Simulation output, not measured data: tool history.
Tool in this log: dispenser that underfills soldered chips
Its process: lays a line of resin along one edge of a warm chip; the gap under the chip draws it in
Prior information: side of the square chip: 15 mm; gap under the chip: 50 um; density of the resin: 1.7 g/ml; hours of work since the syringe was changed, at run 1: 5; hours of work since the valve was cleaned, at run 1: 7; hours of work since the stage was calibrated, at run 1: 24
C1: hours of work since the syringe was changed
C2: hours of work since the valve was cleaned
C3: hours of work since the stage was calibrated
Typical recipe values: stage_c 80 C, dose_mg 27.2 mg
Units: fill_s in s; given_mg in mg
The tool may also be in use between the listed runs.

Run 1, hour 0: usual settings; C1 5; C2 7; C3 24. Result: fill_s 220 s, given_mg 27.07 mg.
At hour 5.6: new syringe of resin.
Run 2, hour 12.8: usual settings; C1 5; C2 16; C3 32. Result: fill_s 224.2 s, given_mg 26.91 mg.
At hour 17.9: new syringe of resin.
Run 3, hour 24.8: usual settings but dose_mg 33.1 mg; C1 5; C2 24; C3 41. Result: fill_s 222.7 s, given_mg 32.85 mg.
At hour 30.5: new syringe of resin.
Run 4, hour 34.6: usual settings; C1 3; C2 31; C3 48. Result: fill_s 194.1 s, given_mg 26.67 mg.
At hour 42.8: new syringe of resin.
Run 5, hour 46.8: usual settings but dose_mg 23.5 mg; C1 3; C2 40; C3 56. Result: fill_s 206.1 s, given_mg 23 mg.
At hour 54.9: new syringe of resin.
Run 6, hour 59: usual settings but dose_mg 23.5 mg; C1 3; C2 49; C3 65. Result: fill_s 206.2 s, given_mg 23.08 mg.
At hour 66.8: new syringe of resin.
Run 7, hour 67.2: usual settings but dose_mg 23.5 mg; C1 0; C2 54; C3 71. Result: fill_s 177.5 s, given_mg 23.05 mg.
At hour 79.3: new syringe of resin.
Run 8, hour 79.4: usual settings but dose_mg 23.5 mg; C1 0; C2 63; C3 79. Result: fill_s 174.5 s, given_mg 22.9 mg.
Run 9, hour 90.3: usual settings but dose_mg 23.5 mg; C1 8; C2 71; C3 87. Result: fill_s 278.8 s, given_mg 22.91 mg.
At hour 91.9: new syringe of resin.
At hour 104.6: new syringe of resin.
Run 10, hour 105.6: usual settings but dose_mg 23.5 mg; C1 1; C2 81; C3 98. Result: fill_s 180 s, given_mg 22.88 mg.
Run 11, hour 116: usual settings; C1 8; C2 89; C3 105. Result: fill_s 264.4 s, given_mg 26.44 mg.
At hour 117.3: new syringe of resin.
Run 12, hour 122.8: usual settings; C1 4; C2 93; C3 110. Result: fill_s 210.3 s, given_mg 26.36 mg.
At hour 129.7: new syringe of resin.
Run 13, hour 135.9: usual settings; C1 5; C2 103; C3 119. Result: fill_s 211.6 s, given_mg 26.25 mg.
At hour 141.7: new syringe of resin.
Run 14, hour 144.5: usual settings; C1 2; C2 109; C3 125. Result: fill_s 188.1 s, given_mg 26.14 mg.
Run 15, hour 150.5: usual settings but stage_c 93 C; C1 6; C2 113; C3 129. Result: fill_s 165 s, given_mg 26.25 mg.
At hour 152.7: dispensing valve cleaned and set on the balance.
At hour 155: new syringe of resin.
Run 16, hour 160.7: usual settings but dose_mg 25.3 mg; C1 4; C2 5; C3 136. Result: fill_s 206.6 s, given_mg 25.16 mg.
At hour 168: new syringe of resin.
Run 17, hour 175.1: usual settings but stage_c 66 C, dose_mg 29.9 mg; C1 5; C2 16; C3 146. Result: fill_s 325.5 s, given_mg 29.82 mg.
At hour 180.4: new syringe of resin.
Run 18, hour 184.5: usual settings but dose_mg 24.1 mg; C1 3; C2 22; C3 152. Result: fill_s 198.3 s, given_mg 23.99 mg.
At hour 193.5: new syringe of resin.
Run 19, hour 196: usual settings but stage_c 79 C, dose_mg 29 mg; C1 2; C2 30; C3 160. Result: fill_s 179.3 s, given_mg 28.75 mg.
Run 20, hour 203.2: usual settings but stage_c 79 C, dose_mg 29 mg; C1 7; C2 35; C3 166. Result: fill_s 241.7 s, given_mg 28.61 mg.
At hour 206.1: new syringe of resin.
Run 21, hour 216.1: usual settings but stage_c 79 C, dose_mg 29 mg; C1 7; C2 45; C3 175. Result: fill_s 257.7 s, given_mg 28.77 mg.
At hour 218.5: new syringe of resin.
Run 22, hour 226.1: usual settings but stage_c 68 C, dose_mg 27 mg; C1 5; C2 51; C3 182. Result: fill_s 323.1 s, given_mg 26.67 mg.
At hour 231.4: new syringe of resin.
Run 23, hour 235.6: usual settings but stage_c 66 C, dose_mg 32.5 mg; C1 3; C2 58; C3 188. Result: fill_s 289.8 s, given_mg 31.72 mg.
Run 24, hour 242.6: usual settings but stage_c 66 C, dose_mg 32.5 mg; C1 8; C2 63; C3 193. Result: fill_s 380.2 s, given_mg 31.85 mg.
At hour 243.7: new syringe of resin.
Run 25, hour 252.4: usual settings but stage_c 77 C, dose_mg 32.5 mg; C1 6; C2 70; C3 200. Result: fill_s 250.8 s, given_mg 31.81 mg.
At hour 256: new syringe of resin.
Run 26, hour 262.3: usual settings but stage_c 85 C, dose_mg 34.9 mg; C1 5; C2 77; C3 207. Result: fill_s 178.9 s, given_mg 33.94 mg.
At hour 268.4: new syringe of resin.
Run 27, hour 273.6: usual settings but stage_c 85 C, dose_mg 34.9 mg; C1 4; C2 85; C3 215. Result: fill_s 174.3 s, given_mg 34.03 mg.

For run 28, what comes out?
At hour 280.6: new syringe of resin.
Run 28, hour 286: usual settings but stage_c 85 C, dose_mg 34.9 mg; C1 4; C2 94; C3 224. Result: fill_s ?, given_mg ?.

Logged for run 28: fill_s 173.1 s, given_mg 33.75 mg.
Were there no unlogged condition in the tool, this run, its random variation unchanged, would have produced fill_s 143 s, given_mg 34.79 mg.
